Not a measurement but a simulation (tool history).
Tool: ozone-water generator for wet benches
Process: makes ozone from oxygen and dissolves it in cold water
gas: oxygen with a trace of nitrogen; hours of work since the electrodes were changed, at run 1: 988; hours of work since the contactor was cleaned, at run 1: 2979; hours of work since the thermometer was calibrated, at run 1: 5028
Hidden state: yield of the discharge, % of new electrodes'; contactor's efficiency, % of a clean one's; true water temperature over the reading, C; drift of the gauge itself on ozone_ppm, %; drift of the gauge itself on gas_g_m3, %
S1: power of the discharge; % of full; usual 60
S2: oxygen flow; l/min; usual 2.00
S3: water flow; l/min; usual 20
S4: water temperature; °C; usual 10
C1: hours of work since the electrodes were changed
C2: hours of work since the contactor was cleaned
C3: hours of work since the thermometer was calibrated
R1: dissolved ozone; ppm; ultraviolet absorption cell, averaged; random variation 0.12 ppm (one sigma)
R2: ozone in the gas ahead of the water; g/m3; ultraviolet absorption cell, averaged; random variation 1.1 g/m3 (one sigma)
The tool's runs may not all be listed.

Run 1, day 0.000: usual settings; C1 988; C2 2979; C3 5028. Result: R1 10.0 ppm, R2 199.3 g/m3.
Run 2, day 1.229: usual settings; C1 1016; C2 3007; C3 5056. Result: R1 10.1 ppm, R2 199.9 g/m3.
Run 3, day 2.367: usual settings; C1 1041; C2 3032; C3 5081. Result: R1 10.1 ppm, R2 201.0 g/m3.
Run 4, day 3.708: usual settings; C1 1072; C2 3063; C3 5112. Result: R1 10.1 ppm, R2 200.9 g/m3.
Run 5, day 4.288: usual settings; C1 1085; C2 3076; C3 5125. Result: R1 10.1 ppm, R2 199.2 g/m3.
Run 6, day 5.296: usual settings; C1 1108; C2 3098; C3 5147. Result: R1 10.1 ppm, R2 198.8 g/m3.
Run 7, day 6.408: usual settings; C1 1133; C2 3124; C3 5172. Result: R1 10.0 ppm, R2 199.3 g/m3.
Run 8, day 7.267: usual settings but S1 53 % of full, S2 2.27 l/min; C1 1152; C2 3143; C3 5192. Result: R1 9.9 ppm, R2 174.2 g/m3.
Run 9, day 7.858: usual settings but S1 53 % of full, S2 2.27 l/min; C1 1165; C2 3156; C3 5205. Result: R1 9.7 ppm, R2 176.9 g/m3.
Run 10, day 9.171: usual settings but S1 53 % of full, S2 2.27 l/min; C1 1195; C2 3186; C3 5235. Result: R1 9.8 ppm, R2 176.1 g/m3.
Run 11, day 10.100: usual settings but S1 53 % of full, S2 2.27 l/min, S4 14 °C; C1 1216; C2 3207; C3 5256. Result: R1 9.5 ppm, R2 176.5 g/m3.
Run 12, day 10.779: usual settings but S1 75 % of full, S2 1.39 l/min, S3 19 l/min, S4 5 °C; C1 1231; C2 3222; C3 5271. Result: R1 10.9 ppm, R2 272.0 g/m3.
Run 13, day 11.804: usual settings but S1 46 % of full, S2 1.64 l/min; C1 1254; C2 3245; C3 5294. Result: R1 8.0 ppm, R2 187.9 g/m3.
Run 14, day 12.521: usual settings but S1 46 % of full, S2 1.64 l/min; C1 1271; C2 3262; C3 5310. Result: R1 8.1 ppm, R2 187.3 g/m3.

Forecast each of these 3 alternatives for the next run:
Run A, day 13.200: usual settings but S2 2.28 l/min, S3 13 l/min; C1 1286; C2 3277; C3 5326. Result: R1 ?, R2 ?.
Run B, day 13.200: usual settings but S1 71 % of full, S2 2.86 l/min, S3 23 l/min; C1 1286; C2 3277; C3 5326. Result: R1 ?, R2 ?.
Run C, day 13.200: usual settings but S1 73 % of full, S2 1.53 l/min, S3 24 l/min; C1 1286; C2 3277; C3 5326. Result: R1 ?, R2 ?.

run    R1     R2
  A  17.2  189.3
  B  10.7  187.7
  C   8.3  254.0
Without the tool's hidden state the same runs would have given:
run    R1     R2
  A  17.2  189.3
  B  10.7  187.8
  C   8.3  254.1
